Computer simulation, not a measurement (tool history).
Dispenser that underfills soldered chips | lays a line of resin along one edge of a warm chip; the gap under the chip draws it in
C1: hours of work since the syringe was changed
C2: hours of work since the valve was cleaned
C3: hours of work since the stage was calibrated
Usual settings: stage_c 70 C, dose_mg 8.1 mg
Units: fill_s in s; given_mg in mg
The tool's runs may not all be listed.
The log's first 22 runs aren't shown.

run 23 hour=182.6 | stage_c=68 dose_mg=6.96 | C1=9 C2=49 C3=226 | fill_s=110.1 given_mg=6.84
-- hour=189.4 new syringe of resin
run 24 hour=190.9 | stage_c=60 dose_mg=8.1 | C1=1 C2=54 C3=231 | fill_s=90.7 given_mg=8.02
run 25 hour=197.8 | stage_c=72 dose_mg=7.34 | C1=5 C2=58 C3=235 | fill_s=73.6 given_mg=7.19
run 26 hour=203.5 | stage_c=83 dose_mg=7.47 | C1=9 C2=62 C3=239 | fill_s=56.3 given_mg=7.29
-- hour=209.6 new syringe of resin
run 27 hour=210.2 | stage_c=60 dose_mg=8.81 | C1=0 C2=66 C3=243 | fill_s=85.6 given_mg=8.52
run 28 hour=222 | stage_c=68 dose_mg=10.3 | C1=8 C2=73 C3=250 | fill_s=97.8 given_mg=9.93
run 29 hour=227 | stage_c=68 dose_mg=10.3 | C1=11 C2=76 C3=253 | fill_s=115.7 given_mg=9.98
-- hour=229.9 new syringe of resin
run 30 hour=233.1 | stage_c=68 dose_mg=10.3 | C1=2 C2=79 C3=257 | fill_s=65.8 given_mg=10.01
run 31 hour=243.5 | stage_c=68 dose_mg=10.3 | C1=8 C2=86 C3=263 | fill_s=98.8 given_mg=9.98
-- hour=249.9 new syringe of resin
run 32 hour=253.3 | stage_c=68 dose_mg=10.3 | C1=2 C2=91 C3=269 | fill_s=66.4 given_mg=10
run 33 hour=263.2 | stage_c=68 dose_mg=9.71 | C1=8 C2=98 C3=275 | fill_s=97.5 given_mg=9.36
-- hour=269.8 new syringe of resin
run 34 hour=272.1 | stage_c=77 dose_mg=8.05 | C1=1 C2=103 C3=280 | fill_s=45 given_mg=7.76
run 35 hour=279.2 | stage_c=77 dose_mg=8.05 | C1=6 C2=107 C3=284 | fill_s=59.6 given_mg=7.74
run 36 hour=288.8 | stage_c=77 dose_mg=8.05 | C1=12 C2=113 C3=290 | fill_s=86.8 given_mg=7.71
-- hour=290.2 new syringe of resin
-- hour=291.2 dispensing valve cleaned and set on the balance
run 37 hour=300.7 | stage_c=79 dose_mg=7.74 | C1=6 C2=6 C3=297 | fill_s=54.9 given_mg=7.76

3 ways to go on from here, each from the tool as it stands after run 37. What would each give?
-- hour=311 new syringe of resin
run A hour=312.1 | stage_c=65 dose_mg=7.02 | C1=1 C2=13 C3=303 | fill_s=? given_mg=?
-- hour=311 new syringe of resin
run B hour=312.1 | stage_c=67 dose_mg=9.18 | C1=1 C2=13 C3=303 | fill_s=? given_mg=?
-- hour=311 new syringe of resin
run C hour=312.1 | stage_c=63 dose_mg=8.77 | C1=1 C2=13 C3=303 | fill_s=? given_mg=?

run=A fill_s=72.1 given_mg=6.94
run=B fill_s=62.3 given_mg=9.19
run=C fill_s=76.5 given_mg=8.69
Without the tool's hidden state the same runs would have given:
run=A fill_s=72.2 given_mg=6.97
run=B fill_s=62.5 given_mg=9.23
run=C fill_s=76.7 given_mg=8.72
